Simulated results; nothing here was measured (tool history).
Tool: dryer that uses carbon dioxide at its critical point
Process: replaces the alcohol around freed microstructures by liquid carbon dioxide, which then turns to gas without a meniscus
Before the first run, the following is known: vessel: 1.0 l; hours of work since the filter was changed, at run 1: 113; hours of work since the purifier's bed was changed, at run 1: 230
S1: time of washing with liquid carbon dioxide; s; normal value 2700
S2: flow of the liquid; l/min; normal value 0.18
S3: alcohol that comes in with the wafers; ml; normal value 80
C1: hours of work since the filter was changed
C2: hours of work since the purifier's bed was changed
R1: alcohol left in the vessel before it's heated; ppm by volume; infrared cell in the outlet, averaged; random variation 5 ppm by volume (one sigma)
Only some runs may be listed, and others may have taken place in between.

run,day,S1,S2,S3,C1,C2,R1
1,0,2700,0.18,80,113,230,112
2,1.738,2700,0.18,80,131,249,125
3,3.271,2700,0.18,80,148,265,134
4,4.617,1680,0.18,80,162,279,965
5,5.783,2700,0.18,80,175,292,135
6,7.617,2700,0.18,80,194,312,152
7,8.921,2700,0.18,80,208,326,165
# day 9.112: inlet filter changed
8,10.604,2700,0.18,80,16,343,120
9,12.621,2700,0.18,80,37,365,131
10,14.542,2700,0.18,80,58,385,137
11,15.442,2700,0.18,80,68,395,136
12,17.15,2700,0.18,80,86,413,143
13,18.696,2700,0.18,80,102,430,153
14,20.629,2700,0.257,80,123,450,113
15,21.467,2700,0.257,80,132,459,127
16,22.442,2700,0.18,80,142,470,171
17,24.329,2700,0.18,80,163,490,188
18,25.638,2700,0.18,80,177,504,184
19,26.629,2700,0.18,80,187,514,193
20,28.233,2700,0.18,80,204,532,195
# day 28.8: inlet filter changed
21,30.1,2700,0.18,80,14,551,165
22,31.721,2760,0.18,80,31,568,169
23,33.412,2700,0.18,24,49,586,152
# day 34.05: purifier's bed changed
24,35.496,2700,0.18,24,70,15,20
25,37.175,2700,0.12,66,88,33,404
26,38.792,2340,0.285,21,105,51,15
27,40.029,2700,0.243,23,119,64,12
28,41.212,2700,0.243,23,131,77,16
29,43.025,2700,0.243,23,151,96,30
30,45.008,3180,0.142,56,172,117,108
31,46.608,3180,0.142,56,189,134,107
32,47.508,3180,0.142,56,199,144,114
# day 48.575: inlet filter changed
33,49.567,3180,0.142,56,11,165,80
34,50.8,3660,0.227,56,24,179,50
35,52.042,2700,0.18,80,37,192,83
36,53.392,2520,0.288,80,51,206,48
37,54.533,2520,0.288,80,64,219,65
38,55.604,2700,0.184,20,75,230,68
39,57.592,2700,0.184,45,96,251,88
40,58.771,2700,0.184,45,109,264,92
41,59.942,2700,0.184,45,122,276,103
42,61.192,2700,0.184,45,135,290,110
43,62.925,3300,0.193,80,153,308,93

Forecast each of these 3 alternatives for the next run:
A,64.675,3300,0.193,94,172,327,?
B,64.675,3180,0.285,34,172,327,?
C,64.675,1920,0.286,73,172,327,?

run,R1
A,90
B,83
C,108
What these runs would have given with no unlogged condition in the tool:
run,R1
A,6
B,2
C,14
